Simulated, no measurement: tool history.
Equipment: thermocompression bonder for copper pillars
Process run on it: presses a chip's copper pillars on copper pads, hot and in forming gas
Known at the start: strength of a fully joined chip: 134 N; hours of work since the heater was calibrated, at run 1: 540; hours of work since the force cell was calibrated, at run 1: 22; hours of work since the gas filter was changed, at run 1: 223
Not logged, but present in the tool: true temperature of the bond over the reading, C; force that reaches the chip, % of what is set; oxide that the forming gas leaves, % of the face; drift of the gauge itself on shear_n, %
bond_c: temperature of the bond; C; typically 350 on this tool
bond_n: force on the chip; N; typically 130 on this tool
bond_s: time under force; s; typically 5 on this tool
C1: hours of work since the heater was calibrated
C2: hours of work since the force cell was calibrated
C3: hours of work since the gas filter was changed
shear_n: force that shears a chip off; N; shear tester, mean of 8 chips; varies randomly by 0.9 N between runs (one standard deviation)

run 1 hour=0 | bond_c=350 bond_n=130 bond_s=5 | C1=540 C2=22 C3=223 | shear_n=66.5
run 2 hour=9 | bond_c=350 bond_n=130 bond_s=5 | C1=545 C2=28 C3=229 | shear_n=67.1
run 3 hour=14.5 | bond_c=350 bond_n=130 bond_s=5 | C1=548 C2=31 C3=232 | shear_n=66.8
run 4 hour=22 | bond_c=350 bond_n=112 bond_s=5 | C1=553 C2=35 C3=236 | shear_n=59.5
run 5 hour=28.1 | bond_c=350 bond_n=112 bond_s=5 | C1=556 C2=39 C3=240 | shear_n=60.6
run 6 hour=32.2 | bond_c=350 bond_n=112 bond_s=5 | C1=559 C2=41 C3=242 | shear_n=60.3
run 7 hour=36 | bond_c=350 bond_n=112 bond_s=5 | C1=561 C2=43 C3=245 | shear_n=59.9
run 8 hour=43.4 | bond_c=350 bond_n=112 bond_s=5 | C1=565 C2=48 C3=249 | shear_n=59.4
run 9 hour=47.6 | bond_c=350 bond_n=130 bond_s=5 | C1=568 C2=50 C3=251 | shear_n=66.2
run 10 hour=55.2 | bond_c=350 bond_n=130 bond_s=6 | C1=572 C2=55 C3=256 | shear_n=70.2
-- hour=61.6 heater calibrated with a thermocouple chip
run 11 hour=63.8 | bond_c=350 bond_n=130 bond_s=13 | C1=1 C2=59 C3=260 | shear_n=90.5
run 12 hour=68.6 | bond_c=355 bond_n=130 bond_s=13 | C1=4 C2=62 C3=263 | shear_n=94.9
run 13 hour=77.7 | bond_c=350 bond_n=130 bond_s=12 | C1=9 C2=67 C3=268 | shear_n=90.8
run 14 hour=81.4 | bond_c=350 bond_n=130 bond_s=12 | C1=12 C2=69 C3=270 | shear_n=89.7
run 15 hour=88.3 | bond_c=350 bond_n=84 bond_s=5 | C1=16 C2=73 C3=274 | shear_n=49.7
run 16 hour=94.4 | bond_c=350 bond_n=84 bond_s=5 | C1=19 C2=77 C3=278 | shear_n=50.4
run 17 hour=101.7 | bond_c=344 bond_n=130 bond_s=5 | C1=24 C2=81 C3=282 | shear_n=64.4
run 18 hour=105.5 | bond_c=350 bond_n=130 bond_s=5 | C1=26 C2=83 C3=284 | shear_n=71.5
run 19 hour=109.5 | bond_c=350 bond_n=130 bond_s=5 | C1=28 C2=86 C3=287 | shear_n=70.5
run 20 hour=117.1 | bond_c=350 bond_n=130 bond_s=5 | C1=33 C2=90 C3=291 | shear_n=69.4
run 21 hour=122.8 | bond_c=363 bond_n=105 bond_s=6 | C1=36 C2=93 C3=295 | shear_n=74.6

Run 22 comes next. What will it give?
run 22 hour=128.8 | bond_c=357 bond_n=164 bond_s=8 | C1=40 C2=97 C3=298 | shear_n=?

shear_n: 95.6 N
Had the tool carried no hidden state, the very same run would have given shear_n 102.8 N.
